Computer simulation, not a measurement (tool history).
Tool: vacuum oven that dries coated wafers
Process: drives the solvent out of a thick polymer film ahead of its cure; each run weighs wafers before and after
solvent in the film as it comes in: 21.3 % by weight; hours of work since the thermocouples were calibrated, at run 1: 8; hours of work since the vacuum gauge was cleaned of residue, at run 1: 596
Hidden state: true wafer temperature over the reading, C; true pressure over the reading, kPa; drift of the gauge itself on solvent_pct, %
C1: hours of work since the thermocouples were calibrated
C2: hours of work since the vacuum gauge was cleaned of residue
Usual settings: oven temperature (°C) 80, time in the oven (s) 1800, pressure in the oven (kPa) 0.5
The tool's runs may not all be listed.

run 1 hour=0 | oven_temperature_(°C)=80 time_in_the_oven_(s)=1800 pressure_in_the_oven_(kPa)=0.5 | C1=8 C2=596 | solvent_left_in_the_film_(%)=1.85
run 2 hour=36.6 | oven_temperature_(°C)=80 time_in_the_oven_(s)=1800 pressure_in_the_oven_(kPa)=0.499 | C1=30 C2=618 | solvent_left_in_the_film_(%)=1.86
run 3 hour=64.8 | oven_temperature_(°C)=80 time_in_the_oven_(s)=1800 pressure_in_the_oven_(kPa)=0.499 | C1=47 C2=635 | solvent_left_in_the_film_(%)=1.74
run 4 hour=95.5 | oven_temperature_(°C)=80 time_in_the_oven_(s)=1800 pressure_in_the_oven_(kPa)=0.499 | C1=65 C2=653 | solvent_left_in_the_film_(%)=1.81
run 5 hour=113.6 | oven_temperature_(°C)=80 time_in_the_oven_(s)=1560 pressure_in_the_oven_(kPa)=0.499 | C1=76 C2=664 | solvent_left_in_the_film_(%)=2.3
run 6 hour=142.6 | oven_temperature_(°C)=80 time_in_the_oven_(s)=1140 pressure_in_the_oven_(kPa)=0.499 | C1=93 C2=681 | solvent_left_in_the_film_(%)=3.64
run 7 hour=169.2 | oven_temperature_(°C)=80 time_in_the_oven_(s)=1140 pressure_in_the_oven_(kPa)=0.499 | C1=109 C2=697 | solvent_left_in_the_film_(%)=3.58
run 8 hour=201 | oven_temperature_(°C)=80 time_in_the_oven_(s)=1800 pressure_in_the_oven_(kPa)=0.722 | C1=127 C2=715 | solvent_left_in_the_film_(%)=2.01
run 9 hour=230.6 | oven_temperature_(°C)=80 time_in_the_oven_(s)=1800 pressure_in_the_oven_(kPa)=0.722 | C1=145 C2=733 | solvent_left_in_the_film_(%)=2
run 10 hour=254.2 | oven_temperature_(°C)=80 time_in_the_oven_(s)=1800 pressure_in_the_oven_(kPa)=0.722 | C1=159 C2=747 | solvent_left_in_the_film_(%)=2.02
run 11 hour=282.4 | oven_temperature_(°C)=80 time_in_the_oven_(s)=1020 pressure_in_the_oven_(kPa)=0.5 | C1=176 C2=764 | solvent_left_in_the_film_(%)=4.24
run 12 hour=315.5 | oven_temperature_(°C)=66 time_in_the_oven_(s)=1020 pressure_in_the_oven_(kPa)=0.5 | C1=195 C2=783 | solvent_left_in_the_film_(%)=9.84
run 13 hour=347.7 | oven_temperature_(°C)=66 time_in_the_oven_(s)=1020 pressure_in_the_oven_(kPa)=0.5 | C1=214 C2=802 | solvent_left_in_the_film_(%)=10
run 14 hour=389.2 | oven_temperature_(°C)=66 time_in_the_oven_(s)=1020 pressure_in_the_oven_(kPa)=0.5 | C1=239 C2=827 | solvent_left_in_the_film_(%)=10.04
run 15 hour=411.9 | oven_temperature_(°C)=80 time_in_the_oven_(s)=1800 pressure_in_the_oven_(kPa)=0.5 | C1=252 C2=840 | solvent_left_in_the_film_(%)=1.81
run 16 hour=440 | oven_temperature_(°C)=80 time_in_the_oven_(s)=1800 pressure_in_the_oven_(kPa)=0.5 | C1=269 C2=857 | solvent_left_in_the_film_(%)=1.77
run 17 hour=456.8 | oven_temperature_(°C)=80 time_in_the_oven_(s)=1800 pressure_in_the_oven_(kPa)=0.5 | C1=279 C2=867 | solvent_left_in_the_film_(%)=1.81
run 18 hour=484.5 | oven_temperature_(°C)=80 time_in_the_oven_(s)=1920 pressure_in_the_oven_(kPa)=0.5 | C1=295 C2=883 | solvent_left_in_the_film_(%)=1.55
run 19 hour=513.6 | oven_temperature_(°C)=80 time_in_the_oven_(s)=1800 pressure_in_the_oven_(kPa)=0.5 | C1=313 C2=901 | solvent_left_in_the_film_(%)=1.72
run 20 hour=539.7 | oven_temperature_(°C)=89 time_in_the_oven_(s)=1800 pressure_in_the_oven_(kPa)=0.5 | C1=328 C2=916 | solvent_left_in_the_film_(%)=0.69
run 21 hour=577.7 | oven_temperature_(°C)=89 time_in_the_oven_(s)=1800 pressure_in_the_oven_(kPa)=0.5 | C1=351 C2=939 | solvent_left_in_the_film_(%)=0.69
run 22 hour=601 | oven_temperature_(°C)=74 time_in_the_oven_(s)=1200 pressure_in_the_oven_(kPa)=1.288 | C1=365 C2=952 | solvent_left_in_the_film_(%)=6.41
run 23 hour=640.4 | oven_temperature_(°C)=88 time_in_the_oven_(s)=2220 pressure_in_the_oven_(kPa)=0.261 | C1=388 C2=976 | solvent_left_in_the_film_(%)=0.47
run 24 hour=679.4 | oven_temperature_(°C)=83 time_in_the_oven_(s)=1020 pressure_in_the_oven_(kPa)=1.129 | C1=411 C2=999 | solvent_left_in_the_film_(%)=3.51
run 25 hour=715.4 | oven_temperature_(°C)=90 time_in_the_oven_(s)=1020 pressure_in_the_oven_(kPa)=1.129 | C1=432 C2=1020 | solvent_left_in_the_film_(%)=1.78
run 26 hour=742.6 | oven_temperature_(°C)=90 time_in_the_oven_(s)=1020 pressure_in_the_oven_(kPa)=1.129 | C1=449 C2=1036 | solvent_left_in_the_film_(%)=1.75
run 27 hour=770.2 | oven_temperature_(°C)=77 time_in_the_oven_(s)=1260 pressure_in_the_oven_(kPa)=1.698 | C1=465 C2=1053 | solvent_left_in_the_film_(%)=5.06
run 28 hour=810.9 | oven_temperature_(°C)=80 time_in_the_oven_(s)=2520 pressure_in_the_oven_(kPa)=0.368 | C1=489 C2=1077 | solvent_left_in_the_film_(%)=0.9
run 29 hour=842.1 | oven_temperature_(°C)=76 time_in_the_oven_(s)=2700 pressure_in_the_oven_(kPa)=0.315 | C1=508 C2=1095 | solvent_left_in_the_film_(%)=1.44
run 30 hour=861.4 | oven_temperature_(°C)=76 time_in_the_oven_(s)=2700 pressure_in_the_oven_(kPa)=0.315 | C1=519 C2=1107 | solvent_left_in_the_film_(%)=1.44
run 31 hour=890.3 | oven_temperature_(°C)=76 time_in_the_oven_(s)=2700 pressure_in_the_oven_(kPa)=0.315 | C1=536 C2=1124 | solvent_left_in_the_film_(%)=1.33
run 32 hour=919.2 | oven_temperature_(°C)=76 time_in_the_oven_(s)=1020 pressure_in_the_oven_(kPa)=0.315 | C1=553 C2=1141 | solvent_left_in_the_film_(%)=5.41
run 33 hour=959.4 | oven_temperature_(°C)=94 time_in_the_oven_(s)=1560 pressure_in_the_oven_(kPa)=0.669 | C1=577 C2=1165 | solvent_left_in_the_film_(%)=0.7
run 34 hour=989.1 | oven_temperature_(°C)=94 time_in_the_oven_(s)=1560 pressure_in_the_oven_(kPa)=0.669 | C1=595 C2=1183 | solvent_left_in_the_film_(%)=0.59
run 35 hour=1013.1 | oven_temperature_(°C)=94 time_in_the_oven_(s)=1560 pressure_in_the_oven_(kPa)=0.669 | C1=609 C2=1197 | solvent_left_in_the_film_(%)=0.64
-- hour=1017.5 oven's thermocouples calibrated
run 36 hour=1038 | oven_temperature_(°C)=76 time_in_the_oven_(s)=1560 pressure_in_the_oven_(kPa)=1.731 | C1=12 C2=1210 | solvent_left_in_the_film_(%)=4.96
run 37 hour=1058.6 | oven_temperature_(°C)=76 time_in_the_oven_(s)=1560 pressure_in_the_oven_(kPa)=0.509 | C1=24 C2=1223 | solvent_left_in_the_film_(%)=3.63
run 38 hour=1080.6 | oven_temperature_(°C)=91 time_in_the_oven_(s)=2940 pressure_in_the_oven_(kPa)=1.245 | C1=37 C2=1236 | solvent_left_in_the_film_(%)=1.17
run 39 hour=1118.8 | oven_temperature_(°C)=71 time_in_the_oven_(s)=1200 pressure_in_the_oven_(kPa)=0.874 | C1=60 C2=1258 | solvent_left_in_the_film_(%)=7.49
run 40 hour=1148.7 | oven_temperature_(°C)=75 time_in_the_oven_(s)=1020 pressure_in_the_oven_(kPa)=0.874 | C1=78 C2=1276 | solvent_left_in_the_film_(%)=6.69
run 41 hour=1171.8 | oven_temperature_(°C)=80 time_in_the_oven_(s)=1740 pressure_in_the_oven_(kPa)=0.518 | C1=91 C2=1290 | solvent_left_in_the_film_(%)=2.14
run 42 hour=1212 | oven_temperature_(°C)=80 time_in_the_oven_(s)=1740 pressure_in_the_oven_(kPa)=0.518 | C1=115 C2=1314 | solvent_left_in_the_film_(%)=2.05

The same runs without the tool's hidden state, with the same run-to-run variation:
run=1 solvent_left_in_the_film_(%)=1.7
run=2 solvent_left_in_the_film_(%)=1.7
run=3 solvent_left_in_the_film_(%)=1.58
run=4 solvent_left_in_the_film_(%)=1.66
run=5 solvent_left_in_the_film_(%)=2.17
run=6 solvent_left_in_the_film_(%)=3.58
run=7 solvent_left_in_the_film_(%)=3.52
run=8 solvent_left_in_the_film_(%)=1.87
run=9 solvent_left_in_the_film_(%)=1.86
run=10 solvent_left_in_the_film_(%)=1.88
run=11 solvent_left_in_the_film_(%)=4.22
run=12 solvent_left_in_the_film_(%)=9.8
run=13 solvent_left_in_the_film_(%)=9.96
run=14 solvent_left_in_the_film_(%)=10.02
run=15 solvent_left_in_the_film_(%)=1.67
run=16 solvent_left_in_the_film_(%)=1.62
run=17 solvent_left_in_the_film_(%)=1.66
run=18 solvent_left_in_the_film_(%)=1.39
run=19 solvent_left_in_the_film_(%)=1.58
run=20 solvent_left_in_the_film_(%)=0.5
run=21 solvent_left_in_the_film_(%)=0.49
run=22 solvent_left_in_the_film_(%)=6.46
run=23 solvent_left_in_the_film_(%)=0.24
run=24 solvent_left_in_the_film_(%)=3.56
run=25 solvent_left_in_the_film_(%)=1.73
run=26 solvent_left_in_the_film_(%)=1.71
run=27 solvent_left_in_the_film_(%)=5.14
run=28 solvent_left_in_the_film_(%)=0.63
run=29 solvent_left_in_the_film_(%)=1.17
run=30 solvent_left_in_the_film_(%)=1.16
run=31 solvent_left_in_the_film_(%)=1.07
run=32 solvent_left_in_the_film_(%)=5.58
run=33 solvent_left_in_the_film_(%)=0.49
run=34 solvent_left_in_the_film_(%)=0.38
run=35 solvent_left_in_the_film_(%)=0.43
run=36 solvent_left_in_the_film_(%)=4.61
run=37 solvent_left_in_the_film_(%)=3.29
run=38 solvent_left_in_the_film_(%)=0.88
run=39 solvent_left_in_the_film_(%)=7.19
run=40 solvent_left_in_the_film_(%)=6.45
run=41 solvent_left_in_the_film_(%)=1.78
run=42 solvent_left_in_the_film_(%)=1.7
